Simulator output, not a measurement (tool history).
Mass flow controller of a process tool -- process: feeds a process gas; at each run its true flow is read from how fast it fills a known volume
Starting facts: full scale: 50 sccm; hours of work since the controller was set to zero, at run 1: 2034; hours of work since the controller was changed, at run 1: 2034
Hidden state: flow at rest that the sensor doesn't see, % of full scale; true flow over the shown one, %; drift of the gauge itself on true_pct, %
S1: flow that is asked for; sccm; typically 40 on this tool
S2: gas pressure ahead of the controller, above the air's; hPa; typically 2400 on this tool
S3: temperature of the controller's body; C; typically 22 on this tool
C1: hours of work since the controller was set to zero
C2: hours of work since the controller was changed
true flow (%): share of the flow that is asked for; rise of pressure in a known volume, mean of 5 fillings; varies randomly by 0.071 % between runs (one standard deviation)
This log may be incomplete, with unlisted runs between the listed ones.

run 1 day=0 | S1=40 S2=2400 S3=22 | C1=2034 C2=2034 | true_flow_(%)=99.37
run 2 day=3.242 | S1=40 S2=2400 S3=22 | C1=2089 C2=2089 | true_flow_(%)=99.4
run 3 day=5.867 | S1=40 S2=2400 S3=22 | C1=2134 C2=2134 | true_flow_(%)=99.47
run 4 day=8.238 | S1=40 S2=2400 S3=22 | C1=2175 C2=2175 | true_flow_(%)=99.36
run 5 day=10.762 | S1=40 S2=2400 S3=22 | C1=2218 C2=2218 | true_flow_(%)=99.34
run 6 day=13.625 | S1=40 S2=2400 S3=22 | C1=2267 C2=2267 | true_flow_(%)=99.46
run 7 day=15.646 | S1=40 S2=2400 S3=22 | C1=2301 C2=2301 | true_flow_(%)=99.42
run 8 day=17.462 | S1=40 S2=2400 S3=22 | C1=2332 C2=2332 | true_flow_(%)=99.54
run 9 day=20.329 | S1=7 S2=2400 S3=22 | C1=2381 C2=2381 | true_flow_(%)=97.56
run 10 day=22.483 | S1=7 S2=2400 S3=22 | C1=2418 C2=2418 | true_flow_(%)=97.53
run 11 day=24.525 | S1=40 S2=1650 S3=22 | C1=2453 C2=2453 | true_flow_(%)=99.72
run 12 day=26.996 | S1=40 S2=2460 S3=22 | C1=2495 C2=2495 | true_flow_(%)=99.38
run 13 day=30.158 | S1=40 S2=2460 S3=22 | C1=2549 C2=2549 | true_flow_(%)=99.47
run 14 day=33.721 | S1=40 S2=2460 S3=22 | C1=2609 C2=2609 | true_flow_(%)=99.44
run 15 day=36.996 | S1=40 S2=2460 S3=22 | C1=2665 C2=2665 | true_flow_(%)=99.41
run 16 day=39.533 | S1=40 S2=1930 S3=22 | C1=2709 C2=2709 | true_flow_(%)=99.73
run 17 day=41.796 | S1=40 S2=1930 S3=22 | C1=2747 C2=2747 | true_flow_(%)=99.59
run 18 day=44.338 | S1=40 S2=1930 S3=22 | C1=2791 C2=2791 | true_flow_(%)=99.71
run 19 day=47.654 | S1=40 S2=1930 S3=22 | C1=2847 C2=2847 | true_flow_(%)=99.65
run 20 day=50.796 | S1=40 S2=1930 S3=22 | C1=2901 C2=2901 | true_flow_(%)=99.69
run 21 day=53.875 | S1=40 S2=1930 S3=22 | C1=2953 C2=2953 | true_flow_(%)=99.58
run 22 day=57.496 | S1=40 S2=2400 S3=22 | C1=3015 C2=3015 | true_flow_(%)=99.47
run 23 day=60.829 | S1=40 S2=2400 S3=33 | C1=3072 C2=3072 | true_flow_(%)=98.69
run 24 day=62.654 | S1=40 S2=2400 S3=33 | C1=3103 C2=3103 | true_flow_(%)=98.58
run 25 day=66.038 | S1=28 S2=2520 S3=22 | C1=3161 C2=3161 | true_flow_(%)=98.64
run 26 day=68.546 | S1=28 S2=2520 S3=22 | C1=3204 C2=3204 | true_flow_(%)=98.67
run 27 day=72.267 | S1=8 S2=2020 S3=38 | C1=3267 C2=3267 | true_flow_(%)=96.59
run 28 day=75.796 | S1=8 S2=2020 S3=38 | C1=3327 C2=3327 | true_flow_(%)=96.65
run 29 day=79.4 | S1=8 S2=2020 S3=38 | C1=3389 C2=3389 | true_flow_(%)=96.46
run 30 day=80.908 | S1=8 S2=2020 S3=38 | C1=3415 C2=3415 | true_flow_(%)=96.59
run 31 day=83.046 | S1=9 S2=2450 S3=28 | C1=3451 C2=3451 | true_flow_(%)=97.21
run 32 day=85.679 | S1=18 S2=2400 S3=22 | C1=3496 C2=3496 | true_flow_(%)=98.15
run 33 day=87.325 | S1=40 S2=2580 S3=22 | C1=3524 C2=3524 | true_flow_(%)=99.34
run 34 day=90.238 | S1=40 S2=2580 S3=22 | C1=3574 C2=3574 | true_flow_(%)=99.27
run 35 day=93.608 | S1=40 S2=2580 S3=22 | C1=3631 C2=3631 | true_flow_(%)=99.29
run 36 day=96.179 | S1=40 S2=1550 S3=36 | C1=3675 C2=3675 | true_flow_(%)=98.81
run 37 day=98.917 | S1=40 S2=2400 S3=25 | C1=3722 C2=3722 | true_flow_(%)=99.1
run 38 day=101.579 | S1=40 S2=2400 S3=25 | C1=3767 C2=3767 | true_flow_(%)=99.11
run 39 day=103.121 | S1=8 S2=2040 S3=37 | C1=3794 C2=3794 | true_flow_(%)=96.58
run 40 day=104.633 | S1=36 S2=1560 S3=37 | C1=3819 C2=3819 | true_flow_(%)=98.41
run 41 day=106.654 | S1=9 S2=1670 S3=26 | C1=3854 C2=3854 | true_flow_(%)=97.72
run 42 day=108.433 | S1=16 S2=2200 S3=26 | C1=3884 C2=3884 | true_flow_(%)=97.83
run 43 day=110.3 | S1=24 S2=1770 S3=25 | C1=3916 C2=3916 | true_flow_(%)=98.53
run 44 day=112.579 | S1=12 S2=2640 S3=25 | C1=3955 C2=3955 | true_flow_(%)=97.39
run 45 day=114.304 | S1=6 S2=1710 S3=31 | C1=3984 C2=3984 | true_flow_(%)=97.19
run 46 day=116.921 | S1=9 S2=1930 S3=23 | C1=4029 C2=4029 | true_flow_(%)=97.73
run 47 day=118.462 | S1=9 S2=1930 S3=23 | C1=4055 C2=4055 | true_flow_(%)=97.81
run 48 day=120.821 | S1=9 S2=2560 S3=22 | C1=4096 C2=4096 | true_flow_(%)=97.52

Forecast each of these 5 alternatives for the next run:
run A day=124.429 | S1=9 S2=2090 S3=24 | C1=4157 C2=4157 | true_flow_(%)=?
run B day=124.429 | S1=9 S2=1920 S3=34 | C1=4157 C2=4157 | true_flow_(%)=?
run C day=124.429 | S1=9 S2=2560 S3=34 | C1=4157 C2=4157 | true_flow_(%)=?
run D day=124.429 | S1=25 S2=2400 S3=26 | C1=4157 C2=4157 | true_flow_(%)=?
run E day=124.429 | S1=9 S2=2560 S3=21 | C1=4157 C2=4157 | true_flow_(%)=?

run=A true_flow_(%)=97.7
run=B true_flow_(%)=96.97
run=C true_flow_(%)=96.7
run=D true_flow_(%)=98.23
run=E true_flow_(%)=97.65
Take away the tool's hidden state, keep each run's random variation, and the runs would have read:
run=A true_flow_(%)=97.68
run=B true_flow_(%)=96.95
run=C true_flow_(%)=96.68
run=D true_flow_(%)=98.23
run=E true_flow_(%)=97.63
